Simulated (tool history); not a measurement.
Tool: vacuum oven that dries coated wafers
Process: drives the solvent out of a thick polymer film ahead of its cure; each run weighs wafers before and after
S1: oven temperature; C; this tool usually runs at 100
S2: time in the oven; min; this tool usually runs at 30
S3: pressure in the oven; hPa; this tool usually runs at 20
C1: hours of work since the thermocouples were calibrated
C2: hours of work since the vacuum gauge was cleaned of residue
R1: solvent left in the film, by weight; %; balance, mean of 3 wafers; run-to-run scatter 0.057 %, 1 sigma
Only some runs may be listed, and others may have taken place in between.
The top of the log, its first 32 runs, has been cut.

run	hour	S1	S2	S3	C1	C2	R1
# hour 718.6: vacuum gauge cleaned of residue and calibrated, once more
33	719.8	100	28	17.3	384	1	2.86
34	749.6	100	48	64.8	407	23	8.48
35	781.4	114	30	20	431	47	1.75
36	805.4	114	30	20	449	65	1.68
37	824.4	114	30	20	463	80	1.62
38	848	106	41	41	481	97	4.41
39	869.6	105	32	47.9	497	114	5.44
40	893.3	105	32	30.9	515	131	3.55
41	913.4	105	32	30.9	530	146	3.46
42	944.6	111	15	62.2	553	170	6.2
43	969.2	96	53	22.3	572	188	3.69
44	992.2	103	15	21.9	589	206	4.39
45	1011.4	103	31	21.9	603	220	3
46	1029.2	103	30	20	617	233	2.78

3 ways to go on from here, each from the tool as it stands after run 46. What would each give?
A	1058.9	108	30	16.4	639	256	?
B	1058.9	100	23	16	639	256	?
C	1058.9	109	48	15.7	639	256	?

run	R1
A	1.88
B	3.23
C	1.58
With the hidden condition removed and each run's random variation left untouched, the same runs would have given:
run	R1
A	1.69
B	2.92
C	1.43

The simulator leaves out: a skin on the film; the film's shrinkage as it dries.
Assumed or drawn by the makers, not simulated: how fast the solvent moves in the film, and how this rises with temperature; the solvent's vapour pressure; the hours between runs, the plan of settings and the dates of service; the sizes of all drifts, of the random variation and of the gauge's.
